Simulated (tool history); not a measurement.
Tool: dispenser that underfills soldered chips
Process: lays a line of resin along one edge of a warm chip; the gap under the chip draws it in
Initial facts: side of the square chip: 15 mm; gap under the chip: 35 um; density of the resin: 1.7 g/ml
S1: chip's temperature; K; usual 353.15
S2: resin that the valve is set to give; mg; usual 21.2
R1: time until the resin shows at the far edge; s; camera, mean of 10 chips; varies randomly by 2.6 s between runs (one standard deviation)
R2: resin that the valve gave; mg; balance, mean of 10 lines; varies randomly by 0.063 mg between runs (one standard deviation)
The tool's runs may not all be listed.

run   hour      S1    S2     R1     R2
  1      0  353.15  21.2    420  20.99
       3.8  -- new syringe of resin
  2    4.1  353.15  21.2  263.1  20.83
  3    6.2  353.15  21.2  299.1  20.75
  4    9.5  353.15  21.2  361.8  20.79
  5   13.7  353.15  18.4  467.4  17.98
      15.8  -- new syringe of resin
  6   18.3  353.15    24  305.4  23.45
  7   20.6  353.15    24  345.1  23.27
  8   23.5  353.15  19.3  411.4  18.86
  9   26.3  353.15  19.3  478.7  18.84
      27.8  -- new syringe of resin
 10   29.2  353.15  19.3  293.6  18.69
 11   32.8  353.15  19.3  355.8  18.69
 12   36.9  353.15  19.3  444.9  18.71
      39.9  -- new syringe of resin
 13   41.4  363.15  19.3  206.3  18.69
 14   45.2  353.15  21.2    351  20.48
 15   48.9  353.15  21.2  439.6  20.35
      51.9  -- new syringe of resin
 16   52.5  353.15  21.2  281.5  20.28
 17   55.2  353.15  21.2  323.7  20.29
 18   57.6  353.15  21.2  373.4  20.18
 19   61.3  357.15  21.2  393.6  20.25
 20   63.4  357.15  21.2  441.8  20.17
        64  -- new syringe of resin
 21   66.6  367.15  22.6  185.7   21.4
 22   70.5  367.15  22.6  230.4  21.45
 23   72.7  353.15  25.4  424.6  24.01
 24   75.1  341.15  25.4  764.3  24.01
      76.1  -- new syringe of resin
 25   79.5  341.15  25.4  497.7   24.1
 26   83.2  342.15  21.3  597.7  20.23
 27   87.6  342.15  21.3  768.3  20.14
      88.1  -- new syringe of resin
      92.9  -- dispensing valve cleaned and set on the balance
 28   93.2  342.15    27  501.8  26.84
 29   95.9  355.15  18.4  365.8  18.34
 30   98.4  355.15  18.4  428.9  18.42
     101.1  -- new syringe of resin
 31  102.8  352.15    24  302.7  23.78
 32  106.9  347.15  22.6    455  22.38
 33  110.7  350.15  20.5  504.8  20.33
     113.1  -- new syringe of resin
 34    114  350.15  20.5    320  20.24
 35  116.4  347.15  22.8  411.5  22.54
 36  119.6  351.15  23.3  411.8  22.93

Predict each of these 3 candidate next runs independently; none follows another, all start after run 36:
  A  123.5  351.15  21.4   ?   ?
  B  123.5  344.15  21.4   ?   ?
  C  123.5  351.15    20   ?   ?

run     R1     R2
  A  512.2  20.94
  B  676.4  20.94
  C  514.2  19.61
With the hidden condition removed and each run's random variation left untouched, the same runs would have given:
run     R1     R2
  A  279.4  21.31
  B  368.6  21.31
  C  280.4  19.95

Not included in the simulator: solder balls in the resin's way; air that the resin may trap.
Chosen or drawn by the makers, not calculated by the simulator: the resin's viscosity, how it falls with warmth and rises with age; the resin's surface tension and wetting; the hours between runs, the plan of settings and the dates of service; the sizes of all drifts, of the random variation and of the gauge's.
